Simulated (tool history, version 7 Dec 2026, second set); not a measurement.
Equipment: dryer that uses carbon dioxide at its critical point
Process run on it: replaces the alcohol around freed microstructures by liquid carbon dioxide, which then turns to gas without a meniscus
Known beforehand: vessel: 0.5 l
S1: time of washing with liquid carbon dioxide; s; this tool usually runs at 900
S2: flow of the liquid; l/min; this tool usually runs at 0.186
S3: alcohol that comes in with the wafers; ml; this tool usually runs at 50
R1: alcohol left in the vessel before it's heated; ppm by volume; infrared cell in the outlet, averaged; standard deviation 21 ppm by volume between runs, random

run     day    S1     S2   S3    R1
  1   0.000   900  0.186   50  1840
  2   0.429   900  0.195   50  1538
  3   0.783   900  0.195   50  1532
  4   1.075   900  0.195   50  1622
  5   1.383   900  0.195   50  1561
  6   1.712   900  0.186   50  1938
  7   2.133   900  0.186   50  1937
  8   2.625   900  0.186   50  1907
  9   2.988   900  0.186   50  1902
 10   3.262   900  0.186   50  1924
 11   3.692   900  0.186   50  1986
 12   4.192   900  0.186   50  1994
 13   4.579   900  0.186   50  2016
 14   4.800   900  0.186   50  1945
 15   5.296   900  0.186   50  2046
 16   5.717   900  0.186   50  2030
 17   6.008   900  0.186  108  4305
 18   6.438  1200  0.186   50   578
 19   6.721  1200  0.186   23   287
 20   7.208   900  0.186   23  1001
 21   7.517   900  0.208   50  1314
 22   8.000   900  0.208   50  1309
 23   8.250   900  0.186   50  2054
 24   8.483   900  0.271   50   380
 25   8.746   600  0.211   50  5315
 26   9.096   600  0.211   50  5269
 27   9.529   600  0.211   51  5300
 28   9.983   900  0.231  107  1823
 29  10.238   900  0.215   50  1170
 30  10.650  1020  0.232  112  1015
 31  11.067   900  0.177   50  2713
 32  11.546   900  0.186   54  2400
 33  11.933  1320  0.294   29    54
 34  12.312   660  0.294   29   698
 35  12.775   960  0.278   37   198
 36  13.200   960  0.278   37   211
 37  13.429   960  0.278   37   217
 38  13.754   600  0.186   20  3283
 39  14.233   900  0.261   37   415
 40  14.629   900  0.261   37   414
 41  14.888  1080  0.197   22   414
 42  15.321  1260  0.160   66  1460
 43  15.529   960  0.252   35   344
 44  15.979  1080  0.196   21   432
 45  16.421   900  0.186   82  3894
 46  16.679   900  0.310   82   359
 47  17.142  1140  0.186   49   940
 48  17.417  1140  0.186   49   930

3 options for the next run, each taken on its own from the tool as it stands now. Forecast them:
  A  17.821   900  0.281  46   ?
  B  17.821  1140  0.138  48   ?
  C  17.821  1140  0.167  49   ?

run    R1
  A   380
  B  3079
  C  1471
Take away the tool's hidden state, keep each run's random variation, and the runs would have read:
run    R1
  A   141
  B  1824
  C   766

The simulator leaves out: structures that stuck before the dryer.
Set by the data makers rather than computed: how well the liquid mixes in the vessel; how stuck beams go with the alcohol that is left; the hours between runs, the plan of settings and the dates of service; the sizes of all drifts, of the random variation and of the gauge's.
